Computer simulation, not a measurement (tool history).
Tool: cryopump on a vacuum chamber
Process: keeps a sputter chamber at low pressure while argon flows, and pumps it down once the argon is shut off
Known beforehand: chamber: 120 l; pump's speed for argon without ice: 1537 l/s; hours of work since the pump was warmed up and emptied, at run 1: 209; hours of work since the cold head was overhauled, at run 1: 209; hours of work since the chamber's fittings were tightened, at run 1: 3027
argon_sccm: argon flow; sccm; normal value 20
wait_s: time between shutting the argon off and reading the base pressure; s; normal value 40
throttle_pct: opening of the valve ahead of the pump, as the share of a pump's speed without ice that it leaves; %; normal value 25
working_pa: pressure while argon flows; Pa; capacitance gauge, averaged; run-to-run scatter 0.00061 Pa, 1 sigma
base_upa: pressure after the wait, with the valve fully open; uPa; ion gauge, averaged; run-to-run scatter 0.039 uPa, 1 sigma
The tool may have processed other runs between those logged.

run,hour,argon_sccm,wait_s,throttle_pct,hours of work since the pump was warmed up and emptied,hours of work since the cold head was overhauled,hours of work since the chamber's fittings were tightened,working_pa,base_upa
1,0.0,20,40,25,209,209,3027,0.0940,3.71
2,29.3,20,40,25,221,221,3039,0.0933,3.79
3,57.3,20,40,25,232,232,3051,0.0946,3.70
4,92.9,20,40,25,247,247,3066,0.0942,3.87
5,114.0,20,40,25,256,256,3074,0.0942,3.92
6,131.8,20,40,25,263,263,3082,0.0948,3.87
7,160.9,20,49,25,275,275,3094,0.0948,3.61
8,182.9,20,49,25,284,284,3103,0.0944,3.52
9,213.2,20,49,25,297,297,3116,0.0961,3.56
10,245.9,20,49,25,311,311,3129,0.0970,3.66
11,266.9,13,40,25,319,319,3138,0.0623,4.02
12,282.7,10,40,25,326,326,3144,0.0488,4.09
13,308.5,10,40,25,336,336,3155,0.0486,4.06
14,328.6,10,40,25,345,345,3163,0.0484,4.17
15,360.7,10,40,25,358,358,3177,0.0494,4.07
16,384.3,20,23,25,368,368,3187,0.0975,5.62
17,420.6,39,40,25,383,383,3202,0.1927,4.22
18,441.3,39,40,25,391,391,3210,0.1942,4.26
# hour 472.4: pump warmed up, emptied and cooled again
19,481.5,13,291,34,4,406,3225,0.0418,1.80
20,511.9,23,229,21,16,419,3237,0.1226,1.93
21,527.4,23,229,21,23,425,3244,0.1202,1.90
22,556.7,20,34,28,35,437,3256,0.0803,3.94
23,576.3,20,34,28,43,445,3264,0.0800,3.83
24,604.4,20,34,28,55,457,3276,0.0800,4.09
25,620.3,13,40,25,61,464,3282,0.0576,3.62
26,638.2,13,40,25,69,471,3290,0.0590,3.64
27,654.0,13,40,25,75,478,3296,0.0581,3.67
28,679.8,13,40,25,86,488,3307,0.0587,3.63
29,705.1,34,124,19,96,499,3317,0.1997,2.30
30,730.6,34,255,29,107,509,3328,0.1348,2.00
31,763.4,34,255,29,121,523,3342,0.1335,2.03
32,793.8,34,255,29,133,536,3354,0.1354,2.08

How would selected steps in working_pa from run to run divide? Give the signed amount a tool lacking its hidden state would still show from settings, what came in and random variation, and the signed amount left for the hidden state, including any gauge scatter that is not in both of the compared results.
The tool's hidden condition here consists of: pump's speed, % of a pump's without ice; cold plate's temperature, K; leak into the chamber, uPa l/s; drift of the gauge itself on working_pa, %; drift of the gauge itself on base_upa, %.
Run 15 -> 16: argon_sccm 10 -> 20, wait_s 40 -> 23. working_pa +0.0481 Pa: hidden state +0.0052, all else +0.0429.
Run 16 -> 17: argon_sccm 20 -> 39, wait_s 23 -> 40. working_pa +0.0952 Pa: hidden state +0.0110, all else +0.0842.
Run 18 -> 19: argon_sccm 39 -> 13, wait_s 40 -> 291, throttle_pct 25 -> 34, pump warmed up, emptied and cooled again. working_pa -0.1524 Pa: hidden state -0.0218, all else -0.1306.
Run 28 -> 29: argon_sccm 13 -> 34, wait_s 40 -> 124, throttle_pct 25 -> 19. working_pa +0.1410 Pa: hidden state +0.0025, all else +0.1385.

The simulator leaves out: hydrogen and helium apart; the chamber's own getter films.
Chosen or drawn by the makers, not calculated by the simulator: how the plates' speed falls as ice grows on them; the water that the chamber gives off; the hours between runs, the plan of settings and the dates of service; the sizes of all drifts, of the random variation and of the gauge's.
